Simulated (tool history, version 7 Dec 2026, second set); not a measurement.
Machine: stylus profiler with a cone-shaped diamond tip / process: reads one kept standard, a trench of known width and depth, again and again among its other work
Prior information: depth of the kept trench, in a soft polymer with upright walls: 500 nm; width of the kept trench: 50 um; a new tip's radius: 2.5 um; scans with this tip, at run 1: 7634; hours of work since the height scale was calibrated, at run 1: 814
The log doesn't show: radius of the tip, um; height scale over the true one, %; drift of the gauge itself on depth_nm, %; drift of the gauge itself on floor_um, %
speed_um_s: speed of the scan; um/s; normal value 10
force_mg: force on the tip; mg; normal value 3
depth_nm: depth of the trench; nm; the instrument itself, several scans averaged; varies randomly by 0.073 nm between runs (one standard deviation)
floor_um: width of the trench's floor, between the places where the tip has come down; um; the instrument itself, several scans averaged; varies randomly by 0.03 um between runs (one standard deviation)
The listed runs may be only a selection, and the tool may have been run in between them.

run	hour	speed_um_s	force_mg	scans with this tip	hours of work since the height scale was calibrated	depth_nm	floor_um
1	0	10	3	7634	814	504.58	46.45
2	88.8	10	3	8102	864	504.47	46.42
# hour 126.9: height scale calibrated on a step standard
3	178.5	10	3	8572	29	505.06	46.42
4	225.9	10	3	8821	56	505.09	46.33
5	289.1	10	3	9154	91	505.06	46.39
6	376.2	10	3	9613	140	505.04	46.41
7	430.1	10	3	9897	170	504.98	46.35
8	503.5	10	3	10283	211	505.11	46.37
9	554.8	2	3	10553	240	504.9	46.36
10	616.1	8	3	10876	275	504.94	46.36
11	688.9	11	2.69	11259	316	504.64	46.29
12	736.8	6	8.27	11511	342	509.97	46.31
13	797.9	6	8.27	11833	377	509.74	46.31
14	843.7	39	1.14	12074	402	502.31	46.03
15	880.5	12	4.62	12268	423	506.52	46.27
16	934.7	12	4.62	12553	454	506.55	46.22
17	1024.5	4	6.32	13026	504	508.14	46.26
18	1102.1	11	3	13434	548	504.74	46.16
19	1140.7	11	3	13638	569	504.78	46.21

Each row is a separate what-if for the run after 19, all from the same tool condition, not one after another. Results?
A	1180.8	10	6.16	13849	592	?	?
B	1180.8	22	1.63	13849	592	?	?
C	1180.8	2	3.13	13849	592	?	?
D	1180.8	39	3.41	13849	592	?	?

run	depth_nm	floor_um
A	508.09	46.26
B	502.98	46.13
C	504.71	46.2
D	505.19	46.07
With no hidden state in the tool, these same runs would have given:
run	depth_nm	floor_um
A	508.49	47.02
B	503.38	46.9
C	505.11	46.97
D	505.59	46.83

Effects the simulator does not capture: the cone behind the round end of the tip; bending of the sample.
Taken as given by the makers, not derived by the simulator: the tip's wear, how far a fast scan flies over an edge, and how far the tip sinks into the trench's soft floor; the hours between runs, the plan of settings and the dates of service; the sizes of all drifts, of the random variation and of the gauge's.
